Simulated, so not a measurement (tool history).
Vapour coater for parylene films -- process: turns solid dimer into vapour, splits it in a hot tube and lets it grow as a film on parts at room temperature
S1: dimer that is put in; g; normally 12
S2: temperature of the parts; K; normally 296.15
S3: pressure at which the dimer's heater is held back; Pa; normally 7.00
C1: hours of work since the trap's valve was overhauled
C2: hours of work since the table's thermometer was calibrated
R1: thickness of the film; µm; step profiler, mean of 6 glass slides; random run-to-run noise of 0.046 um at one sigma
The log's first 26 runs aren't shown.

run,hour,S1,S2,S3,C1,C2,R1
27,1074.6,12,289.15,6.57,28,127,6.69
28,1118.4,17,307.15,6.46,52,151,4.96
29,1154.3,9,290.15,2.82,72,170,5.81
30,1191.1,9,290.15,2.82,92,190,5.86
31,1249.3,12,295.15,11.24,123,222,4.69
32,1288.5,12,295.15,11.24,145,243,4.70
33,1339.9,18,301.15,7.38,173,271,6.22
34,1399.4,21,301.15,4.26,205,304,8.23
35,1463.3,20,299.15,2.67,240,339,9.27
36,1516.3,20,299.15,2.67,269,368,9.28
37,1569.1,20,299.15,2.67,298,396,9.21
38,1627.4,20,299.15,2.67,330,428,9.13
# hour 1681.6: trap's valve overhauled
39,1681.6,8,296.15,3.31,0,456,4.05

Predict each of these 3 candidate next runs independently; none follows another, all start after run 39:
A,1737.4,12,305.15,11.96,30,486,?
B,1737.4,12,296.15,7.00,30,486,?
C,1737.4,8,290.15,3.31,30,486,?

run,R1
A,3.21
B,5.07
C,4.99
The same runs, with their run-to-run variation unchanged, on a tool lacking any hidden condition would have given:
run,R1
A,3.27
B,5.16
C,5.09
